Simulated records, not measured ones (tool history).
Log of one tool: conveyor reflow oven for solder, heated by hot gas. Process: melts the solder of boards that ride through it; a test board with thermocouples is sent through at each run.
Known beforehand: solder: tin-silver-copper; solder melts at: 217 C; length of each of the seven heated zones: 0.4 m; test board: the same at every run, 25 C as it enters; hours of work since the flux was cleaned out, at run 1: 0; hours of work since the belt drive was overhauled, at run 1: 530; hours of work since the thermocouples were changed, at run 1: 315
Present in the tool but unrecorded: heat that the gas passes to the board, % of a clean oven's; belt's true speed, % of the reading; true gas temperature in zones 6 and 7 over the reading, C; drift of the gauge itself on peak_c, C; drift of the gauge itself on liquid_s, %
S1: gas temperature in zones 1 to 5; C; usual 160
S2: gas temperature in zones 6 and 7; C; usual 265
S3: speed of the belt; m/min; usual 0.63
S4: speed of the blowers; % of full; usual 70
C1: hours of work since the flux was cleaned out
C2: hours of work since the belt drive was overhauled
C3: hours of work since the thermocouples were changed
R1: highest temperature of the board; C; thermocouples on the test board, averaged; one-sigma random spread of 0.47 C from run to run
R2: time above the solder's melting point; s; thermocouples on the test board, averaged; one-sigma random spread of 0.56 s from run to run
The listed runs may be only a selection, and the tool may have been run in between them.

{"run": 1, "hour": 0.0, "S1": 160, "S2": 265, "S3": 0.63, "S4": 70, "C1": 0, "C2": 530, "C3": 315, "R1": 243.6, "R2": 45.2}
{"run": 2, "hour": 54.9, "S1": 160, "S2": 265, "S3": 0.63, "S4": 67, "C1": 40, "C2": 570, "C3": 355, "R1": 242, "R2": 43.5}
{"run": 3, "hour": 113.0, "S1": 166, "S2": 265, "S3": 0.63, "S4": 70, "C1": 82, "C2": 612, "C3": 398, "R1": 243.7, "R2": 46.8}
{"run": 4, "hour": 142.5, "S1": 166, "S2": 265, "S3": 0.63, "S4": 70, "C1": 104, "C2": 634, "C3": 419, "R1": 242.9, "R2": 47.4}
{"run": 5, "hour": 196.4, "S1": 166, "S2": 265, "S3": 0.63, "S4": 70, "C1": 143, "C2": 673, "C3": 458, "R1": 242.5, "R2": 46.4}
{"run": 6, "hour": 255.6, "S1": 166, "S2": 265, "S3": 0.63, "S4": 70, "C1": 186, "C2": 716, "C3": 501, "R1": 242.8, "R2": 46.3}
{"run": 7, "hour": 309.5, "S1": 166, "S2": 265, "S3": 0.63, "S4": 73, "C1": 225, "C2": 755, "C3": 541, "R1": 244.3, "R2": 46.6}
{"run": 8, "hour": 340.0, "S1": 166, "S2": 265, "S3": 0.63, "S4": 73, "C1": 248, "C2": 777, "C3": 563, "R1": 242.5, "R2": 45.4}
{"hour": 395.9, "done": "flux residue cleaned out of gas plates and filters"}
{"run": 9, "hour": 402.4, "S1": 160, "S2": 265, "S3": 0.534, "S4": 67, "C1": 5, "C2": 819, "C3": 605, "R1": 247.5, "R2": 59.3}
{"run": 10, "hour": 455.1, "S1": 156, "S2": 265, "S3": 0.63, "S4": 70, "C1": 43, "C2": 858, "C3": 643, "R1": 241.8, "R2": 41.4}
{"run": 11, "hour": 519.1, "S1": 171, "S2": 278, "S3": 0.63, "S4": 70, "C1": 90, "C2": 904, "C3": 690, "R1": 255.5, "R2": 57.6}
{"run": 12, "hour": 571.0, "S1": 174, "S2": 265, "S3": 0.508, "S4": 70, "C1": 127, "C2": 942, "C3": 727, "R1": 251.2, "R2": 72.3}
{"run": 13, "hour": 602.7, "S1": 160, "S2": 272, "S3": 0.598, "S4": 78, "C1": 151, "C2": 965, "C3": 750, "R1": 251.3, "R2": 55.2}
{"run": 14, "hour": 668.9, "S1": 160, "S2": 272, "S3": 0.598, "S4": 78, "C1": 199, "C2": 1013, "C3": 799, "R1": 250.6, "R2": 55.2}
{"run": 15, "hour": 705.3, "S1": 150, "S2": 270, "S3": 0.622, "S4": 70, "C1": 225, "C2": 1040, "C3": 825, "R1": 243.2, "R2": 43.2}
{"run": 16, "hour": 778.2, "S1": 155, "S2": 270, "S3": 0.622, "S4": 68, "C1": 278, "C2": 1093, "C3": 878, "R1": 243.6, "R2": 43}

Here are 5 independent what-if runs from the current tool condition. What would each one return?
{"hour": 790.1, "done": "flux residue cleaned out of gas plates and filters"}
{"run": "A", "hour": 819.7, "S1": 170, "S2": 275, "S3": 0.63, "S4": 83, "C1": 22, "C2": 1119, "C3": 905, "R1": "?", "R2": "?"}
{"hour": 790.1, "done": "flux residue cleaned out of gas plates and filters"}
{"run": "B", "hour": 819.7, "S1": 152, "S2": 254, "S3": 0.622, "S4": 68, "C1": 22, "C2": 1119, "C3": 905, "R1": "?", "R2": "?"}
{"hour": 790.1, "done": "flux residue cleaned out of gas plates and filters"}
{"run": "C", "hour": 819.7, "S1": 174, "S2": 270, "S3": 0.622, "S4": 61, "C1": 22, "C2": 1119, "C3": 905, "R1": "?", "R2": "?"}
{"hour": 790.1, "done": "flux residue cleaned out of gas plates and filters"}
{"run": "D", "hour": 819.7, "S1": 152, "S2": 261, "S3": 0.63, "S4": 70, "C1": 22, "C2": 1119, "C3": 905, "R1": "?", "R2": "?"}
{"hour": 790.1, "done": "flux residue cleaned out of gas plates and filters"}
{"run": "E", "hour": 819.7, "S1": 160, "S2": 265, "S3": 0.63, "S4": 69, "C1": 22, "C2": 1119, "C3": 905, "R1": "?", "R2": "?"}

run=A R1=255 R2=59.3
run=B R1=230.8 R2=29
run=C R1=246.6 R2=53.1
run=D R1=236.4 R2=37.2
run=E R1=241.5 R2=44
Stripped of hidden state, with their random variation kept, the same runs would have yielded:
run=A R1=256.5 R2=58.6
run=B R1=232.2 R2=29.9
run=C R1=247.9 R2=52.6
run=D R1=237.8 R2=37.5
run=E R1=242.8 R2=43.9
